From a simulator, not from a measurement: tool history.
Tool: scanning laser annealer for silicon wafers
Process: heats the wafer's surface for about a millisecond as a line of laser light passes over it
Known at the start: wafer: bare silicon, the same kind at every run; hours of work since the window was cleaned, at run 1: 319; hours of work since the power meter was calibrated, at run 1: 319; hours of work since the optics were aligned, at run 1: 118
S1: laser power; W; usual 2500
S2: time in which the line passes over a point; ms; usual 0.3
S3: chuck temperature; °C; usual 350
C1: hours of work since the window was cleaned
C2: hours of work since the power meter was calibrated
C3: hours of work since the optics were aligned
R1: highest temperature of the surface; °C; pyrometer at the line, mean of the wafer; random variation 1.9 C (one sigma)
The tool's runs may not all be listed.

run	hour	S1	S2	S3	C1	C2	C3	R1
1	0	2500	0.3	350	319	319	118	1135
2	38.6	2500	0.3	350	341	341	140	1136
3	96.3	2500	0.3	350	374	374	173	1132
4	124.1	2500	0.3	350	390	390	189	1132
5	183.8	2548	0.3	350	425	425	223	1154
6	243.2	2548	0.3	334	459	459	257	1137
7	278.7	2548	0.3	334	479	479	278	1138
8	310.6	2500	0.3	350	498	498	296	1137
9	361.5	2500	0.3	350	527	527	325	1133
10	414	2500	0.3	350	557	557	356	1132
11	469.6	2500	0.3	350	589	589	387	1136
12	499.1	2648	0.3	338	606	606	404	1186
13	556.7	2721	0.278	350	639	639	438	1191
14	607.6	2500	0.3	337	668	668	467	1119
15	653.7	2200	0.3	355	695	695	493	1017
16	690	2200	0.3	355	716	716	514	1018
17	721.9	2200	0.3	355	734	734	532	1018
18	775.4	2737	0.263	373	765	765	563	1199
19	833.1	2160	0.3	359	798	798	596	1009
20	867.5	2500	0.3	341	818	818	616	1121
21	894.8	2528	0.3	341	833	833	632	1135

Forecast each of these 3 alternatives for the next run:
A	925.5	2528	0.234	341	851	851	650	?
B	925.5	2214	0.295	383	851	851	650	?
C	925.5	2528	0.305	347	851	851	650	?

run	R1
A	1051
B	1044
C	1146
Without the tool's hidden state the same runs would have given:
run	R1
A	1052
B	1044
C	1147

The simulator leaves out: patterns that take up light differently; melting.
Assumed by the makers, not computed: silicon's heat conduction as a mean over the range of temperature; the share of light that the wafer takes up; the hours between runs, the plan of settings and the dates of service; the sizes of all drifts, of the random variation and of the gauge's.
